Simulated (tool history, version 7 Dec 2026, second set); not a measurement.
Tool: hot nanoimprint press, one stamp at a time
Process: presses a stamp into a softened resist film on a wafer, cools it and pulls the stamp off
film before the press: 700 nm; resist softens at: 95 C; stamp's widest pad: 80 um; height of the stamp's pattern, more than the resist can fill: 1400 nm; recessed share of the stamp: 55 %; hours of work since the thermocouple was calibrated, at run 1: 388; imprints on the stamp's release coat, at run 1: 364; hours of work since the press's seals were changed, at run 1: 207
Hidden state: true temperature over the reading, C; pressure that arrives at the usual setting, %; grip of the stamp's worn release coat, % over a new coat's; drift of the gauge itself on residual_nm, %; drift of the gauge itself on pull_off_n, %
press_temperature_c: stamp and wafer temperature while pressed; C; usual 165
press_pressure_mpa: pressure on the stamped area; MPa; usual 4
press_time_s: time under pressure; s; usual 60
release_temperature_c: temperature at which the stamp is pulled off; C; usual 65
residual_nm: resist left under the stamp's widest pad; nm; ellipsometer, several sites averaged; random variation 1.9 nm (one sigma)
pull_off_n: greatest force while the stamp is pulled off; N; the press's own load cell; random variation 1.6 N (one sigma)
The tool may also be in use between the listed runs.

run,hour,press_temperature_c,press_pressure_mpa,press_time_s,release_temperature_c,hours of work since the thermocouple was calibrated,imprints on the stamp's release coat,hours of work since the press's seals were changed,residual_nm,pull_off_n
1,0,165,4,60,65,388,364,207,283.5,168
2,10.9,165,4,60,65,395,390,214,283.3,168
3,20.4,165,4,60,65,400,413,219,281.1,170
4,30,165,4,60,52,406,436,225,282.7,197
5,41,165,4,79,65,412,462,231,256.2,168
6,51.2,165,4,79,65,418,486,237,260.2,169
7,58.4,170,4,79,65,422,503,241,219.6,170
8,69.9,170,4,79,65,429,530,248,218.7,172
9,79.6,165,4,60,60,435,553,254,282.8,183
10,93.9,165,4,60,60,443,587,262,282.7,178
11,101.2,165,4,60,65,447,604,266,282.8,173
12,108.9,165,4,60,65,452,623,271,285.5,172
# hour 116.3: stamp cleaned and given a new release coat
13,125.5,165,4,60,65,458,22,277,282.3,154
14,135.5,165,4,60,65,464,46,283,281.3,155
# hour 139.6: plate thermocouple calibrated
15,145.3,165,4,32,65,3,62,287,344.4,154
16,158.8,165,4,32,65,11,94,294,339.1,158
# hour 166.1: plate thermocouple calibrated, once more
17,168.8,165,4,32,65,2,111,298,363.9,163
18,176.8,165,4,32,65,6,129,303,369,163
19,184.3,165,4,32,65,11,147,307,370.5,163
20,192.3,158,4.1,99,59,15,166,312,317.5,177
21,199.6,166,2.79,75,61,19,184,316,331.9,172
22,212.2,166,2.79,75,61,27,213,324,327.7,173
23,226,175,5.07,64,67,35,246,332,182.9,164
24,235.4,169,4,59,65,40,269,337,264.3,168
25,241.7,167,5.92,59,65,44,283,341,225.6,167
26,248.8,167,5.92,44,51,48,300,345,252.5,199
27,262.4,168,4,60,65,56,332,353,271.8,168
28,274.7,168,4,60,65,63,362,360,269.7,170
29,281,169,4.12,102,58,67,377,364,214.4,184

4 ways to go on from here, each from the tool as it stands after run 29. What would each give?
A,293.2,165,4,60,51,74,406,371,?,?
B,293.2,165,5.34,60,65,74,406,371,?,?
C,293.2,174,4,60,65,74,406,371,?,?
D,293.2,163,4.12,102,69,74,406,371,?,?

run,residual_nm,pull_off_n
A,298.6,201
B,252.2,172
C,223.7,170
D,261,163
Without the tool's hidden state the same runs would have given:
run,residual_nm,pull_off_n
A,301.9,191
B,254.8,163
C,226,162
D,264.1,155
